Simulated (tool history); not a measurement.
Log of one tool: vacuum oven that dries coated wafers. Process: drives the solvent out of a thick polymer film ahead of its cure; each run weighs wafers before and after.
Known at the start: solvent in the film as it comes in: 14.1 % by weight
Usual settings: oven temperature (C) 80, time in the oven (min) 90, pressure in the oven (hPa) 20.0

run	day	oven temperature (C)	time in the oven (min)	pressure in the oven (hPa)	solvent left in the film (%)
1	0.000	80	90	20.0	1.22
2	1.692	80	90	20.0	1.21
3	3.350	80	90	20.0	1.18
4	5.038	80	90	20.0	1.19
5	6.408	80	90	20.0	1.19
6	7.383	92	90	20.0	0.59
7	8.783	92	90	20.0	0.58
8	10.158	92	90	11.2	0.36
9	11.488	92	90	11.2	0.32
10	12.529	92	90	11.2	0.36
11	13.550	80	90	20.0	1.21
12	15.104	80	90	20.0	1.20
# day 16.717: oven's thermocouples calibrated
13	16.721	87	90	20.0	0.79
14	17.625	80	136	20.0	1.03
15	18.921	80	90	20.0	1.41
16	19.775	80	90	20.0	1.38
17	21.450	80	90	20.0	1.35
18	22.271	80	90	20.0	1.37
19	23.821	80	90	20.0	1.35
20	24.621	80	90	20.0	1.37
21	25.967	68	137	59.3	5.05
22	26.858	80	59	18.0	2.13
23	28.571	84	50	18.0	1.75
24	30.262	84	50	18.0	1.74
25	31.479	84	50	18.0	1.71
26	32.725	68	45	17.0	6.45
27	34.062	80	102	20.0	1.24
# day 35.012: vacuum gauge cleaned of residue and calibrated
28	35.379	80	66	19.3	1.68
29	36.688	69	109	12.7	2.45
30	37.954	69	109	12.7	2.42
31	38.912	76	81	52.6	3.38
32	40.621	76	81	52.6	3.36
33	41.571	66	123	18.6	3.20
34	42.875	72	154	42.7	2.72
35	44.192	80	90	76.8	3.29
36	46.004	89	146	48.1	1.35
37	47.825	89	146	48.1	1.34
38	49.538	89	146	48.1	1.33
39	50.442	78	74	54.3	3.09
40	51.433	80	129	20.0	0.87

Forecast each of these 3 alternatives for the next run:
A	52.325	69	129	20.0	?
B	52.325	91	117	41.5	?
C	52.325	80	115	20.7	?

run	solvent left in the film (%)
A	2.33
B	1.09
C	0.97
Without the tool's hidden state the same runs would have given:
run	solvent left in the film (%)
A	2.48
B	1.10
C	1.00
